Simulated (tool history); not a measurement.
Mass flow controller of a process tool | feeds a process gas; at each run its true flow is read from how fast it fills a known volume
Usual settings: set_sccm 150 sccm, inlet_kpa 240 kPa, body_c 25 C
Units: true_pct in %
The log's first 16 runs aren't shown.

run    hour  set_sccm  inlet_kpa  body_c  true_pct
 17  1157.3       240        240      25     99.21
 18  1223.1       240        240      25     99.08
 19    1263       240        240      25     99.06
 20  1324.1       240        240      25     99.15
 21  1418.9       150        240      39     99.49
 22  1478.9       150        152      25      98.7
 23    1540       147        152      25     98.66
 24  1615.3       137        169      30      98.9
 25  1672.2       200        234      30      99.1
 26  1729.9       200        234      30     99.12
 27    1788       150        174      22     98.59
 28  1884.7       150        182      35     99.17
 29  1969.1       150        250      26     98.68
 30  2038.2       214        255      25     98.71

The next listed run, before its measurement:
 31  2121.5        64        170      24         ?

Run 31 gave true_pct 98.39 %.
Without the tool's hidden state the same run would have given true_pct 98.97 %.

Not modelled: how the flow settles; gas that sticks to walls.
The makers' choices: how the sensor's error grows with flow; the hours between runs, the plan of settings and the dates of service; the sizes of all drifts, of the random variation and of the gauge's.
